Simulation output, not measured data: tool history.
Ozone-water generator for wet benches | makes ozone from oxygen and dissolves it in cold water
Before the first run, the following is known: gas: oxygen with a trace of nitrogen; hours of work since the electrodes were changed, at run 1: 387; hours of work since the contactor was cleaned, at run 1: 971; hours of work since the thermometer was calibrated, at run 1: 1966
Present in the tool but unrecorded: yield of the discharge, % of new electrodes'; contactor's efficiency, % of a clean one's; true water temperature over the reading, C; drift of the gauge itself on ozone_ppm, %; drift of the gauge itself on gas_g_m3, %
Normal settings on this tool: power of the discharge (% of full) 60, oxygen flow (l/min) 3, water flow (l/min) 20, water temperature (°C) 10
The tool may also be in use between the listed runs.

run	hour	power of the discharge (% of full)	oxygen flow (l/min)	water flow (l/min)	water temperature (°C)	hours of work since the electrodes were changed	hours of work since the contactor was cleaned	hours of work since the thermometer was calibrated	dissolved ozone (ppm)	ozone in the gas ahead of the water (g/m3)
1	0	60	3	20	10	387	971	1966	14.7	188.5
2	107.3	60	3	29	10	453	1037	2032	9.9	187.9
3	236.8	60	3	29	10	533	1117	2112	9.9	188.1
4	389	60	3	20	6	627	1212	2206	15.2	187.5
5	485.6	60	3	20	6	687	1271	2266	15.2	186.3
6	648.2	60	3	20	6	788	1372	2366	15.1	187.3
7	811.6	60	1.94	20	10	889	1473	2467	14.1	251
8	899	64	3	20	10	943	1527	2521	15.6	197
9	1021.3	64	3	20	10	1018	1602	2597	15.6	195.6
10	1194.3	60	3	20	10	1125	1709	2704	14.8	187.3
11	1275.1	60	3	20	10	1175	1759	2754	14.8	186.4
12	1436.2	60	3	20	10	1275	1859	2854	14.8	187.1
13	1580.4	60	3	20	10	1364	1948	2943	14.9	185.6
14	1670.6	60	3	20	7	1420	2004	2999	15.2	185
15	1808.7	60	3	20	7	1505	2089	3084	15.1	184.1
16	1909.9	60	3	20	8	1568	2152	3146	15	185.3
17	2083.3	60	3	20	8	1675	2259	3254	15	184.8
18	2204.1	60	3	23	11	1750	2334	3328	12.4	183.6
19	2374.6	60	4.72	23	11	1855	2439	3434	12.7	136.4
20	2509.6	60	4.72	23	11	1939	2523	3517	12.8	136.5
21	2630	71	2.06	21	9	2013	2597	3592	15.5	274.8
22	2803.7	71	2.06	21	9	2121	2705	3699	16	273.3
23	2955.4	71	2.06	21	9	2214	2798	3793	15.9	276.5
24	3104.1	49	3.94	24	12	2306	2890	3885	10.2	127.9
25	3266	49	3.94	24	16	2406	2990	3985	9.7	127.1
26	3385.9	59	1.91	18	16	2481	3065	4059	15.2	245.8
27	3483.5	59	1.91	18	16	2541	3125	4120	15	245.3
28	3610.1	78	1.91	18	16	2619	3203	4198	19.1	312.4
# hour 3698.2: contactor cleaned
29	3764.5	78	1.91	18	16	2712	41	4291	19.3	312
30	3840.2	60	1.74	16	10	2759	88	4338	17.6	262.4

Take each entry between the runs: how does the hidden state at the last listed run before it differ from the hidden state at the first listed run after it?
Runs 28 to 29: contactor cleaned (hour 3698.2)
  contactor's efficiency, % of a clean one's: 99.9 -> 100; drift of the gauge itself on gas_g_m3, %: -2.39 -> -2.49
  measured value less the no-hidden-state value, ozone in the gas ahead of the water (g/m3): -8.1 -> -8.4
